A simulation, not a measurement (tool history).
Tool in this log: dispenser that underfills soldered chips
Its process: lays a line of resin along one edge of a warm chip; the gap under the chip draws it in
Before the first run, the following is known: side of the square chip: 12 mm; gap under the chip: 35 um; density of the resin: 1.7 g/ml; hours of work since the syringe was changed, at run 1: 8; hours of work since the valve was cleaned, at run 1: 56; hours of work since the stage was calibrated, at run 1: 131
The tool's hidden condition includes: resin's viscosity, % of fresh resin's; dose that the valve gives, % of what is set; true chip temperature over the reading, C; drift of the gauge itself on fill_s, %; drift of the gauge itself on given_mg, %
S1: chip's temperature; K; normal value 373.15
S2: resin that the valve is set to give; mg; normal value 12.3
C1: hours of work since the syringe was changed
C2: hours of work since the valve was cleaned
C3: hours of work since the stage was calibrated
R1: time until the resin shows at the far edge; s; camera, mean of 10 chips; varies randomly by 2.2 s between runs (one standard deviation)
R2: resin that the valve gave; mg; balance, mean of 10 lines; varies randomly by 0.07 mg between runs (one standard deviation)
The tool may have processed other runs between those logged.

run,day,S1,S2,C1,C2,C3,R1,R2
1,0,373.15,12.3,8,56,131,299.9,11.74
# day 0.138: new syringe of resin
2,0.208,367.15,12.3,1,59,135,300,11.79
3,0.396,373.15,12.3,5,63,138,262.6,11.7
4,0.55,373.15,12.3,8,66,141,294.3,11.7
# day 0.733: new syringe of resin
5,0.771,373.15,12.3,1,69,145,228.5,11.7
6,0.967,373.15,12.3,4,73,149,261.7,11.67
7,1.192,373.15,14.8,8,77,153,294.8,14
# day 1.333: new syringe of resin
8,1.421,373.15,12.3,2,81,157,241,11.5
9,1.579,373.15,12.3,5,84,160,262.2,11.53
# day 1.804: dispensing valve cleaned and set on the balance
10,1.838,373.15,12.3,8,1,164,302.2,12.23
# day 1.962: new syringe of resin
11,1.988,370.15,12.3,0,3,166,257.5,12.15
12,2.267,370.15,12.3,6,8,171,307.2,12.22
13,2.442,373.15,12.3,9,11,174,311.5,12.04
# day 2.554: new syringe of resin
14,2.717,373.15,12.3,3,16,179,249.1,12.05
15,2.962,388.15,12.3,7,21,184,165.8,12.17
16,3.108,388.15,12.3,10,23,186,184.7,12.09
# day 3.162: new syringe of resin
17,3.288,388.15,12.3,2,27,189,137.5,12.07
18,3.546,388.15,12.3,7,31,194,161.8,12.08
# day 3.754: new syringe of resin
19,3.754,388.15,12.3,0,35,198,123.2,12.13
20,3.938,388.15,12.3,3,38,201,138.9,12.06
21,4.188,360.15,12.1,8,43,206,507.7,11.77
# day 4.342: new syringe of resin
22,4.454,388.15,14.6,2,47,210,131.2,14.01
23,4.596,373.15,13.6,5,50,213,259.8,13.06
24,4.742,374.15,12.3,7,53,216,283,11.78
# day 4.942: new syringe of resin
25,4.975,376.15,15.4,1,57,220,199.1,14.89
26,5.196,378.15,12.9,5,61,224,213.8,12.41
27,5.362,383.15,15.7,8,64,227,194.8,14.81
# day 5.529: new syringe of resin
28,5.529,383.15,15.7,0,67,230,146,14.86
29,5.7,373.15,12.1,3,70,233,253.6,11.49
30,5.896,373.15,12.1,7,73,236,279.7,11.47
31,6.017,380.15,11.2,9,76,239,237.7,10.54
# day 6.121: new syringe of resin
32,6.233,387.15,15.9,2,79,242,136.1,14.89
33,6.521,387.15,12.3,7,85,248,171.6,11.49
# day 6.712: dispensing valve cleaned and set on the balance
# day 6.758: new syringe of resin
34,6.792,372.15,15.9,1,1,252,233.5,15.97
35,6.921,372.15,15.9,3,4,254,256.4,16.05
36,7.162,372.15,15.9,7,8,258,303,16.07
37,7.312,372.15,15.9,10,11,261,338.5,15.87

What would each run have given without the hidden state, its run-to-run variation left as it was?
run,R1,R2
1,217.6,12.29
2,276.7,12.38
3,214.3,12.32
4,216.2,12.35
5,217.3,12.38
6,218.7,12.39
7,213.5,14.91
8,219,12.28
9,214.2,12.35
10,217.1,12.24
11,243.1,12.18
12,240.7,12.31
13,217.6,12.15
14,214.8,12.2
15,121.7,12.36
16,123.2,12.32
17,123.4,12.32
18,122.3,12.38
19,121.2,12.47
20,120.9,12.42
21,370.8,12.17
22,118.4,14.53
23,212.2,13.57
24,208.8,12.27
25,189.3,15.54
26,174.3,13
27,143,15.55
28,144.2,15.63
29,221,12.11
30,214.2,12.12
31,167.3,11.17
32,123,15.82
33,126.9,12.26
34,217.1,15.94
35,218.7,16.05
36,219.9,16.13
37,222.5,15.95
